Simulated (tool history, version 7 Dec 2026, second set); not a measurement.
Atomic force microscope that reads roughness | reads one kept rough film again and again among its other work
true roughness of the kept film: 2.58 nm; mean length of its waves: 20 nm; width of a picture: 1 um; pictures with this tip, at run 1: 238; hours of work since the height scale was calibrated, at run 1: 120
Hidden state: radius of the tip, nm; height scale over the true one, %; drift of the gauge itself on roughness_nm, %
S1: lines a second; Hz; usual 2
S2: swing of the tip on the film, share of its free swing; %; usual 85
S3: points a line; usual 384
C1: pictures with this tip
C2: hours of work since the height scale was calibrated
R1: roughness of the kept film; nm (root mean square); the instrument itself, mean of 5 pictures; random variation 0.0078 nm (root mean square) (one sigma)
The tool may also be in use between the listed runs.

{"run": 1, "hour": 0.0, "S1": 2, "S2": 85, "S3": 384, "C1": 238, "C2": 120, "R1": 1.098}
{"hour": 25.1, "done": "new tip fitted"}
{"run": 2, "hour": 30.3, "S1": 2, "S2": 85, "S3": 384, "C1": 9, "C2": 136, "R1": 1.606}
{"run": 3, "hour": 96.6, "S1": 2, "S2": 85, "S3": 384, "C1": 127, "C2": 171, "R1": 1.22}
{"run": 4, "hour": 141.5, "S1": 2, "S2": 85, "S3": 384, "C1": 206, "C2": 195, "R1": 1.059}
{"hour": 186.0, "done": "new tip fitted"}
{"run": 5, "hour": 199.8, "S1": 2, "S2": 85, "S3": 384, "C1": 25, "C2": 226, "R1": 1.552}
{"run": 6, "hour": 243.5, "S1": 2, "S2": 85, "S3": 384, "C1": 102, "C2": 249, "R1": 1.318}
{"run": 7, "hour": 302.1, "S1": 2, "S2": 85, "S3": 384, "C1": 205, "C2": 280, "R1": 1.105}
{"hour": 345.2, "done": "new tip fitted"}
{"run": 8, "hour": 367.6, "S1": 2, "S2": 85, "S3": 384, "C1": 40, "C2": 315, "R1": 1.501}
{"run": 9, "hour": 430.6, "S1": 2, "S2": 85, "S3": 384, "C1": 151, "C2": 348, "R1": 1.205}
{"run": 10, "hour": 471.1, "S1": 3.54, "S2": 85, "S3": 384, "C1": 223, "C2": 370, "R1": 0.918}
{"hour": 506.1, "done": "new tip fitted"}
{"run": 11, "hour": 512.8, "S1": 3.54, "S2": 85, "S3": 384, "C1": 12, "C2": 392, "R1": 1.428}
{"run": 12, "hour": 566.2, "S1": 3.54, "S2": 85, "S3": 384, "C1": 106, "C2": 420, "R1": 1.158}
{"hour": 572.5, "done": "height scale calibrated on a step standard"}
{"run": 13, "hour": 614.1, "S1": 1.34, "S2": 85, "S3": 384, "C1": 189, "C2": 22, "R1": 1.209}
{"hour": 668.4, "done": "new tip fitted"}
{"run": 14, "hour": 679.5, "S1": 2, "S2": 85, "S3": 1003, "C1": 20, "C2": 57, "R1": 1.605}
{"run": 15, "hour": 707.9, "S1": 2, "S2": 85, "S3": 1003, "C1": 70, "C2": 72, "R1": 1.411}
{"hour": 713.1, "done": "height scale calibrated on a step standard, once more"}
{"run": 16, "hour": 746.2, "S1": 2, "S2": 74, "S3": 1003, "C1": 136, "C2": 18, "R1": 1.32}
{"run": 17, "hour": 804.8, "S1": 2, "S2": 85, "S3": 685, "C1": 240, "C2": 49, "R1": 1.033}
{"hour": 829.4, "done": "new tip fitted"}
{"run": 18, "hour": 843.3, "S1": 2, "S2": 85, "S3": 685, "C1": 24, "C2": 69, "R1": 1.569}
{"run": 19, "hour": 891.0, "S1": 2, "S2": 85, "S3": 685, "C1": 109, "C2": 94, "R1": 1.311}
{"run": 20, "hour": 925.2, "S1": 2, "S2": 85, "S3": 685, "C1": 169, "C2": 112, "R1": 1.168}
{"run": 21, "hour": 961.2, "S1": 2, "S2": 85, "S3": 685, "C1": 233, "C2": 132, "R1": 1.049}
{"hour": 991.1, "done": "new tip fitted"}
{"run": 22, "hour": 1000.1, "S1": 0.66, "S2": 88, "S3": 384, "C1": 16, "C2": 152, "R1": 1.779}
{"run": 23, "hour": 1061.8, "S1": 0.66, "S2": 88, "S3": 384, "C1": 125, "C2": 185, "R1": 1.425}
{"run": 24, "hour": 1093.8, "S1": 2, "S2": 76, "S3": 403, "C1": 182, "C2": 202, "R1": 1.214}
{"run": 25, "hour": 1122.7, "S1": 2.69, "S2": 68, "S3": 379, "C1": 233, "C2": 217, "R1": 1.119}
{"hour": 1151.5, "done": "new tip fitted"}
{"run": 26, "hour": 1165.4, "S1": 1.24, "S2": 65, "S3": 398, "C1": 24, "C2": 239, "R1": 1.826}
{"run": 27, "hour": 1216.6, "S1": 1.04, "S2": 88, "S3": 398, "C1": 115, "C2": 267, "R1": 1.38}
{"run": 28, "hour": 1249.0, "S1": 1.04, "S2": 88, "S3": 398, "C1": 172, "C2": 284, "R1": 1.241}
{"hour": 1314.0, "done": "new tip fitted"}
{"run": 29, "hour": 1316.4, "S1": 0.62, "S2": 85, "S3": 384, "C1": 4, "C2": 319, "R1": 1.88}
{"run": 30, "hour": 1369.4, "S1": 0.62, "S2": 85, "S3": 384, "C1": 98, "C2": 347, "R1": 1.505}
{"run": 31, "hour": 1431.3, "S1": 0.62, "S2": 83, "S3": 299, "C1": 207, "C2": 380, "R1": 1.231}
{"hour": 1473.5, "done": "new tip fitted"}
{"run": 32, "hour": 1484.3, "S1": 0.62, "S2": 83, "S3": 299, "C1": 19, "C2": 408, "R1": 1.778}
{"run": 33, "hour": 1530.9, "S1": 2.13, "S2": 85, "S3": 384, "C1": 102, "C2": 433, "R1": 1.321}
{"run": 34, "hour": 1567.6, "S1": 2, "S2": 77, "S3": 683, "C1": 166, "C2": 452, "R1": 1.265}
{"run": 35, "hour": 1611.8, "S1": 2, "S2": 85, "S3": 889, "C1": 245, "C2": 476, "R1": 1.039}
{"hour": 1632.3, "done": "new tip fitted"}
{"run": 36, "hour": 1639.9, "S1": 2, "S2": 85, "S3": 889, "C1": 14, "C2": 491, "R1": 1.632}
{"run": 37, "hour": 1672.5, "S1": 2, "S2": 85, "S3": 889, "C1": 71, "C2": 508, "R1": 1.418}
{"run": 38, "hour": 1718.1, "S1": 0.69, "S2": 60, "S3": 384, "C1": 152, "C2": 532, "R1": 1.413}
{"run": 39, "hour": 1755.5, "S1": 0.53, "S2": 56, "S3": 384, "C1": 218, "C2": 552, "R1": 1.281}
{"run": 40, "hour": 1783.7, "S1": 2.35, "S2": 72, "S3": 279, "C1": 268, "C2": 567, "R1": 1.036}
{"hour": 1793.9, "done": "new tip fitted"}
{"run": 41, "hour": 1826.4, "S1": 0.71, "S2": 73, "S3": 433, "C1": 58, "C2": 589, "R1": 1.69}

5 ways to go on from here, each from the tool as it stands after run 41. What would each give?
{"run": "A", "hour": 1867.6, "S1": 3.36, "S2": 61, "S3": 315, "C1": 131, "C2": 611, "R1": "?"}
{"run": "B", "hour": 1867.6, "S1": 0.8, "S2": 68, "S3": 279, "C1": 131, "C2": 611, "R1": "?"}
{"run": "C", "hour": 1867.6, "S1": 0.85, "S2": 77, "S3": 379, "C1": 131, "C2": 611, "R1": "?"}
{"run": "D", "hour": 1867.6, "S1": 0.91, "S2": 79, "S3": 326, "C1": 131, "C2": 611, "R1": "?"}
{"run": "E", "hour": 1867.6, "S1": 0.71, "S2": 73, "S3": 819, "C1": 131, "C2": 611, "R1": "?"}

run=A R1=1.358
run=B R1=1.448
run=C R1=1.437
run=D R1=1.395
run=E R1=1.469
Without the tool's hidden state the same runs would have given:
run=A R1=1.814
run=B R1=1.931
run=C R1=1.917
run=D R1=1.864
run=E R1=1.961
